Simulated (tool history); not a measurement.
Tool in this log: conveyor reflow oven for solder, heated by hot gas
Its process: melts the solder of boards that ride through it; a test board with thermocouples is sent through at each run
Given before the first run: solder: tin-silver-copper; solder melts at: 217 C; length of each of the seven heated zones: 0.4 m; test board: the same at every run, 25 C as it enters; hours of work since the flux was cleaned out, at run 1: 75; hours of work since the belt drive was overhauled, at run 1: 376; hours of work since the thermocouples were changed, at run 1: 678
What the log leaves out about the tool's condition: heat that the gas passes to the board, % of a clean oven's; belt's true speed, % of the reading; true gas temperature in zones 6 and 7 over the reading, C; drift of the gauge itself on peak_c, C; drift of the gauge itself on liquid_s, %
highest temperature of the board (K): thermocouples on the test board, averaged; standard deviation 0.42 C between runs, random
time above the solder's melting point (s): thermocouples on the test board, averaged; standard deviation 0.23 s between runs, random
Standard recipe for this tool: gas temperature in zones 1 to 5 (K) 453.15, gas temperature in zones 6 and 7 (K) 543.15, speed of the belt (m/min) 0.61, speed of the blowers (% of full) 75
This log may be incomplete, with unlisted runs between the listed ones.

run   hour  gas temperature in zones 1 to 5 (K)  gas temperature in zones 6 and 7 (K)  speed of the belt (m/min)  speed of the blowers (% of full)  hours of work since the flux was cleaned out  hours of work since the belt drive was overhauled  hours of work since the thermocouples were changed  highest temperature of the board (K)  time above the solder's melting point (s)
  1      0                               453.15                                543.15                       0.61                                75                                            75                                                376                                                 678                                530.95                                       66.7
  2   15.8                               453.15                                543.15                       0.61                                53                                            87                                                388                                                 691                                525.15                                       61.6
  3   30.9                               453.15                                543.15                       0.61                                53                                            98                                                399                                                 702                                525.15                                       61.6
  4   45.6                               453.15                                543.15                       0.61                                64                                           110                                                410                                                 713                                528.35                                       64.2
  5   67.7                               453.15                                543.15                       0.61                                68                                           126                                                427                                                 730                                529.15                                       65.2
      75.5  -- thermocouples of zones 6 and 7 changed
  6   87.9                               453.15                                543.15                       0.61                                75                                           140                                                441                                                   9                                532.15                                       67.4
  7  109.2                               453.15                                543.15                       0.61                                75                                           156                                                457                                                  26                                532.25                                       67.2
  8  124.2                               453.15                                543.15                       0.61                                75                                           168                                                469                                                  37                                532.95                                       66.8
  9  142.3                               453.15                                543.15                       0.61                                75                                           182                                                482                                                  51                                532.45                                       66.9
 10  166.4                               453.15                                543.15                      0.567                                75                                           200                                                501                                                  69                                533.85                                       73.1
 11  181.1                               453.15                                543.15                       0.61                                75                                           211                                                512                                                  80                                531.65                                       66.9
     186.3  -- belt drive overhauled, speed set with a stopwatch
 12  195.9                               453.15                                543.15                       0.61                                75                                           219                                                  7                                                  88                                531.85                                         67
 13  217.1                               453.15                                543.15                      0.663                                75                                           235                                                 23                                                 104                                529.85                                       60.5
 14  242.1                               453.15                                543.15                      0.663                                75                                           254                                                 42                                                 123                                529.55                                       60.2
     257.1  -- flux residue cleaned out of gas plates and filters
 15    260                               440.15                                543.15                       0.61                                75                                             2                                                 52                                                 133                                530.75                                       62.6
 16  279.4                               464.15                                545.15                      0.618                                78                                            17                                                 67                                                 148                                535.95                                       72.9
     287.6  -- belt drive overhauled, speed set with a stopwatch, once more
 17  299.6                               464.15                                545.15                      0.618                                78                                            29                                                  9                                                 160                                535.55                                       71.7
 18    320                               464.15                                555.15                      0.604                                51                                            45                                                 25                                                 176                                538.65                                       74.5
 19    338                               453.15                                550.15                       0.61                                75                                            58                                                 38                                                 189                                539.05                                         70
 20  350.6                               453.15                                550.15                       0.61                                75                                            68                                                 48                                                 199                                538.05                                       70.4
 21  364.5                               453.15                                533.15                       0.61                                61                                            78                                                 58                                                 209                                520.75                                       58.1

Run 22, settings as shown, results not yet in. Your forecast:
 22  381.2                               461.15                                540.15                       0.59                                81                                            91                                                 71                                                 222                                     ?                                          ?

{"run 22": {"highest temperature of the board (K)": 531.85, "time above the solder's melting point (s)": 72.7}}
Minus the tool's unlogged condition, the same run would have read highest temperature of the board (K) 533.35, time above the solder's melting point (s) 73.4.

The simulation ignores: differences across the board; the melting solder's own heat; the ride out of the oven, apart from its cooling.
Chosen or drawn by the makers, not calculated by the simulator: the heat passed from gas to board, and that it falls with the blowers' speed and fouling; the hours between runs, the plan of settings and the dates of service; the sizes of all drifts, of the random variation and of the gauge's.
